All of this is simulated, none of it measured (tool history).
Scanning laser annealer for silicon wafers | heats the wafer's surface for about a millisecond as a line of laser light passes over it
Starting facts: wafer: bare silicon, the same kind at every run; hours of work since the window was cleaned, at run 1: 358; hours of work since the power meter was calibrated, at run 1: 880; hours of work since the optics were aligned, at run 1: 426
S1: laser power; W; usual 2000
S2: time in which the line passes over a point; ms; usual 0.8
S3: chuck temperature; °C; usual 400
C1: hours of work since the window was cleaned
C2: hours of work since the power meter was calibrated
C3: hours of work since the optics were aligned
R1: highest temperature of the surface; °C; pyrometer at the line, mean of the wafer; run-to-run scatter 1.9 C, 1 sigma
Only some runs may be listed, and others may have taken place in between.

run	day	S1	S2	S3	C1	C2	C3	R1
1	0	2000	0.8	400	358	880	426	1157
2	2.067	2000	0.8	400	397	920	465	1154
3	4.267	2000	0.8	400	439	962	507	1150
4	5.388	1799	0.8	400	461	983	529	1054
5	6.846	2000	0.8	400	488	1011	557	1148
6	7.829	2000	0.8	438	507	1030	576	1180
7	8.979	2000	0.951	438	529	1052	598	1255
# day 10.788: window over the wafer cleaned
8	11.25	2000	0.951	438	9	1094	639	1301
9	13.342	2000	0.951	438	49	1134	679	1295
10	14.871	2000	0.85	400	78	1163	709	1204
11	15.925	2000	0.85	400	98	1183	729	1205
12	18.242	2000	0.85	400	143	1227	773	1197
13	19.829	2000	0.85	400	173	1258	803	1196
14	21.904	2000	0.587	400	213	1297	843	1046
15	23.412	2000	0.8	374	242	1326	872	1137
16	25.538	2000	0.8	374	282	1367	913	1135
17	27.196	2000	0.8	374	314	1399	944	1131
18	28.462	2000	0.8	429	338	1423	969	1185
19	30.175	2000	0.849	400	371	1456	1001	1175
20	31.804	2000	0.849	400	402	1487	1032	1169
21	32.962	2000	0.849	368	424	1509	1055	1138
22	34.883	2000	0.849	368	461	1546	1091	1137
23	36.3	2000	0.849	368	488	1573	1119	1133
24	38.342	2000	0.849	368	527	1612	1158	1132
# day 40.2: window over the wafer cleaned
25	40.633	2000	0.849	368	8	1654	1200	1178
26	41.725	2000	0.849	368	29	1675	1221	1177
27	42.675	2000	0.965	368	47	1693	1239	1236
28	44.108	1768	0.778	423	75	1720	1266	1079
29	45.925	1873	0.65	373	110	1755	1301	1008
30	48.121	2000	0.8	380	152	1797	1343	1151
# day 48.542: optics aligned, line set to its width
31	50.075	2000	0.694	400	185	1831	29	1123
32	51.829	2000	0.694	400	218	1864	63	1121
33	54.038	2000	0.694	400	261	1906	105	1117
34	56.062	1718	0.701	408	299	1945	144	1002
35	58.279	1718	0.701	408	342	1988	186	992
36	59.238	2000	0.579	400	360	2006	205	1040
37	60.358	1712	0.597	410	382	2027	226	941
38	62.417	1712	0.597	410	421	2067	265	941
39	64.029	1915	0.828	410	452	2097	296	1145
40	64.979	1915	0.828	410	470	2116	314	1139
41	66.367	1728	0.988	403	496	2142	341	1109

Predict each of these 4 candidate next runs independently; none follows another, all start after run 41:
A	68.517	2000	0.704	376	538	2183	382	?
B	68.517	2139	0.8	400	538	2183	382	?
C	68.517	1994	0.888	392	538	2183	382	?
D	68.517	1822	0.665	371	538	2183	382	?

run	R1
A	1075
B	1216
C	1188
D	972
The same runs, with their run-to-run variation unchanged, on a tool lacking any hidden condition would have given:
run	R1
A	1108
B	1255
C	1226
D	1001

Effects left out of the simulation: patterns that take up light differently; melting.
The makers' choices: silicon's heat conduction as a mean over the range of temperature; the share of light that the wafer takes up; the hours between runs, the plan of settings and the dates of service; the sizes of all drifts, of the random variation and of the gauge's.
